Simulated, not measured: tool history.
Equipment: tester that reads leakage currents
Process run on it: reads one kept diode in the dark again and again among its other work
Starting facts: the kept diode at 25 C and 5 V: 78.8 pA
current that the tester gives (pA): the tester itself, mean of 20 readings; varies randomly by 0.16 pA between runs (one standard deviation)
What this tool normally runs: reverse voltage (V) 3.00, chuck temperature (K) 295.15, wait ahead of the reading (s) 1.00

| run | hour | reverse voltage (V) | chuck temperature (K) | wait ahead of the reading (s) | current that the tester gives (pA) |
|---|---|---|---|---|---|
| 1 | 0.0 | 3.00 | 295.15 | 1.00 | 50.70 |
| 2 | 88.5 | 3.00 | 295.15 | 1.00 | 50.74 |
| 3 | 161.5 | 3.00 | 295.15 | 1.00 | 50.75 |
| 4 | 291.1 | 3.00 | 295.15 | 1.00 | 51.19 |
| 5 | 417.6 | 3.00 | 321.15 | 1.00 | 377.22 |
| 6 | 495.0 | 3.00 | 321.15 | 1.00 | 372.78 |
| 7 | 604.4 | 3.00 | 295.15 | 1.00 | 52.19 |
| 8 | 719.0 | 3.00 | 295.15 | 1.00 | 51.91 |
| 9 | 820.5 | 3.00 | 295.15 | 1.00 | 52.43 |
| 10 | 945.0 | 3.00 | 295.15 | 7.84 | 52.30 |
| 11 | 1004.1 | 3.00 | 295.15 | 7.84 | 52.00 |
| 12 | 1065.8 | 3.00 | 295.15 | 7.84 | 52.19 |
| 13 | 1137.3 | 3.00 | 295.15 | 7.84 | 52.40 |
| 14 | 1228.2 | 3.00 | 295.15 | 1.26 | 52.79 |
| 15 | 1345.5 | 3.00 | 323.15 | 1.00 | 421.79 |
| 16 | 1422.5 | 3.00 | 323.15 | 1.00 | 424.42 |
| 17 | 1551.1 | 3.00 | 323.15 | 1.00 | 424.25 |
|  | 1563.3 | probe card cleaned and baked |
| 18 | 1667.1 | 3.00 | 323.15 | 1.00 | 412.56 |
| 19 | 1775.1 | 3.00 | 309.15 | 1.00 | 142.39 |
| 20 | 1902.7 | 3.00 | 309.15 | 1.00 | 142.22 |
| 21 | 2026.2 | 8.45 | 309.15 | 9.03 | 208.62 |
| 22 | 2150.1 | 8.45 | 309.15 | 9.03 | 209.68 |
|  | 2164.6 | chuck's temperature calibrated |
| 23 | 2233.3 | 8.45 | 313.15 | 4.49 | 327.76 |
| 24 | 2291.5 | 16.08 | 311.15 | 0.94 | 364.88 |
| 25 | 2369.0 | 4.53 | 297.15 | 5.29 | 73.35 |
| 26 | 2429.5 | 1.27 | 310.15 | 5.29 | 126.59 |
| 27 | 2516.4 | 1.27 | 310.15 | 5.29 | 126.88 |
| 28 | 2646.3 | 12.17 | 322.15 | 1.00 | 725.53 |
| 29 | 2754.0 | 3.70 | 327.15 | 0.33 | 658.37 |
| 30 | 2856.2 | 5.62 | 324.15 | 1.93 | 624.42 |
| 31 | 2971.4 | 8.68 | 295.15 | 7.60 | 87.16 |
| 32 | 3090.2 | 3.00 | 309.15 | 0.62 | 162.46 |
| 33 | 3177.7 | 3.44 | 295.15 | 4.55 | 57.85 |
| 34 | 3285.8 | 2.44 | 298.15 | 1.20 | 63.48 |
| 35 | 3359.0 | 15.70 | 330.15 | 7.64 | 1385.84 |
| 36 | 3472.6 | 15.70 | 330.15 | 7.64 | 1372.50 |
| 37 | 3609.9 | 4.80 | 303.15 | 1.19 | 123.11 |
| 38 | 3688.4 | 5.62 | 303.15 | 0.38 | 135.84 |
| 39 | 3794.2 | 3.00 | 295.15 | 8.60 | 55.45 |
| 40 | 3904.2 | 3.00 | 295.15 | 8.60 | 55.77 |

Hidden state or all else? Some run-to-run changes of current that the tester gives (pA), split into what the settings, what came in and random variation would give without the hidden state, and what is left for the hidden state (with any gauge scatter that isn't in both results):
The hidden state here: stray current of the dirty probe card, pA a volt; current scale over the true one, %; true chuck temperature over the reading, C; drift of the gauge itself on leakage_pa, %.
Run 14 -> 15: chuck temperature (K) 295.15 -> 323.15, wait ahead of the reading (s) 1.26 -> 1.00. current that the tester gives (pA) +369.00: hidden state -41.32, all else +410.32.
Run 18 -> 19: chuck temperature (K) 323.15 -> 309.15. current that the tester gives (pA) -270.17: hidden state +32.11, all else -302.28.
Run 22 -> 23: chuck temperature (K) 309.15 -> 313.15, wait ahead of the reading (s) 9.03 -> 4.49, chuck's temperature calibrated. current that the tester gives (pA) +118.08: hidden state +31.95, all else +86.13.
Run 27 -> 28: reverse voltage (V) 1.27 -> 12.17, chuck temperature (K) 310.15 -> 322.15, wait ahead of the reading (s) 5.29 -> 1.00. current that the tester gives (pA) +598.65: hidden state +4.05, all else +594.60.
Run 34 -> 35: reverse voltage (V) 2.44 -> 15.70, chuck temperature (K) 298.15 -> 330.15, wait ahead of the reading (s) 1.20 -> 7.64. current that the tester gives (pA) +1322.36: hidden state -18.23, all else +1340.59.
Run 36 -> 37: reverse voltage (V) 15.70 -> 4.80, chuck temperature (K) 330.15 -> 303.15, wait ahead of the reading (s) 7.64 -> 1.19. current that the tester gives (pA) -1249.39: hidden state +23.63, all else -1273.02.
